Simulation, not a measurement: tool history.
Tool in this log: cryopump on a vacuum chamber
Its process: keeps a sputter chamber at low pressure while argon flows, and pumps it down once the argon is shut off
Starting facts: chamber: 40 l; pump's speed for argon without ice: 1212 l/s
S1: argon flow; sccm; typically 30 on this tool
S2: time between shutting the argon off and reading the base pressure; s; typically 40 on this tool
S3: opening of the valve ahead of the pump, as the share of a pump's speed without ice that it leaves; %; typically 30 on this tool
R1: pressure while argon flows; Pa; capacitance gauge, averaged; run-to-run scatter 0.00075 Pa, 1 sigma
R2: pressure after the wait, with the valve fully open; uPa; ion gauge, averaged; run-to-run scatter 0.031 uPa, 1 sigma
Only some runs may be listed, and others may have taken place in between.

run   hour  S1  S2  S3      R1    R2
  1    0.0  30  40  30  0.1503  2.68
  2   44.6  30  40  27  0.1673  2.80
  3   85.3  30  40  27  0.1685  2.89
  4  121.7  30  40  30  0.1556  2.97
  5  184.8  30  40  30  0.1557  3.06
  6  237.2  22  40  30  0.1165  3.19
     300.6  -- pump warmed up, emptied and cooled again
  7  312.7  30  40  30  0.1413  2.56
  8  347.1  30  40  30  0.1420  2.65
  9  416.7  30  40  30  0.1419  2.77
 10  477.6  30  40  30  0.1435  2.83
 11  527.9  30  40  24  0.1800  3.07
 12  572.6  19  57  34  0.0812  2.57
 13  610.9  19  57  34  0.0829  2.59
 14  666.6  58  23  47  0.1852  4.07
 15  711.9  58  23  47  0.1874  4.26
 16  761.4  58  23  47  0.1899  4.21
 17  796.7  30  40  47  0.1001  3.33
 18  832.5  30  40  47  0.0999  3.40
 19  902.9  31  40  47  0.1057  3.45
 20  938.1  31  40  47  0.1059  3.68
 21  977.4  14  22  55  0.0421  4.87

Difference, measured minus no-hidden-state, one row per run. Run-to-run variation is common to both terms; the gauge's own scatter need not be:
Unlogged tool condition in this case: pump's speed, % of a pump's without ice; cold plate's temperature, K; leak into the chamber, uPa l/s; drift of the gauge itself on working_pa, %; drift of the gauge itself on base_upa, %.
run       R1     R2
  1  +0.0125  +1.16
  2  +0.0138  +1.27
  3  +0.0149  +1.31
  4  +0.0160  +1.38
  5  +0.0177  +1.49
  6  +0.0143  +1.61
  7  +0.0009  +1.05
  8  +0.0015  +1.12
  9  +0.0027  +1.21
 10  +0.0037  +1.27
 11  +0.0047  +1.42
 12  +0.0034  +1.40
 13  +0.0039  +1.45
 14  +0.0139  +1.55
 15  +0.0159  +1.66
 16  +0.0182  +1.70
 17  +0.0101  +1.76
 18  +0.0109  +1.82
 19  +0.0132  +1.92
 20  +0.0140  +2.07
 21  +0.0068  +2.16
